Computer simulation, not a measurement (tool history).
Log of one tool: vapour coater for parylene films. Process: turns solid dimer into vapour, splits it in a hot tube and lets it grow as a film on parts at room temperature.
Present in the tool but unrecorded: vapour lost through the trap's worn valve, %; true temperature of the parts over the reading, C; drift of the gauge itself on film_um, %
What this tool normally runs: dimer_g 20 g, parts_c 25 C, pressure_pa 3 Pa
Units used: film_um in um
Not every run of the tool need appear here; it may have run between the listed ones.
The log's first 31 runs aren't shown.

| run | hour | dimer_g | parts_c | pressure_pa | hours of work since the trap's valve was overhauled | hours of work since the table's thermometer was calibrated | film_um |
|---|---|---|---|---|---|---|---|
| 32 | 604.7 | 20 | 33 | 2.05 | 251 | 814 | 8.78 |
| 33 | 619.2 | 12 | 29 | 3 | 262 | 825 | 5.8 |
| 34 | 637.7 | 12 | 29 | 3 | 275 | 839 | 5.8 |
| 35 | 650.4 | 20 | 25 | 8.99 | 285 | 848 | 9.65 |
|  | 666.8 | trap's valve overhauled |
| 36 | 680.3 | 25 | 23 | 8.99 | 10 | 868 | 13.45 |
| 37 | 703.5 | 20 | 25 | 2.69 | 27 | 885 | 11.58 |
| 38 | 725.7 | 28 | 19 | 2.23 | 44 | 901 | 20.29 |
| 39 | 749.4 | 28 | 19 | 2.23 | 61 | 919 | 20.37 |
| 40 | 760.5 | 35 | 36 | 4.61 | 70 | 927 | 13.06 |
| 41 | 778.4 | 17 | 17 | 3 | 83 | 940 | 12.33 |
| 42 | 800.6 | 29 | 25 | 5.26 | 99 | 957 | 15.41 |
| 43 | 813.1 | 21 | 28 | 2.34 | 109 | 966 | 11 |

Predict the results of run 44:
| 44 | 827.3 | 20 | 34 | 3 | 119 | 977 | ? |

Run 44 came out at film_um 8.3 um.
With the hidden condition absent and the run-to-run variation left alone, this run would have shown film_um 8.89 um.
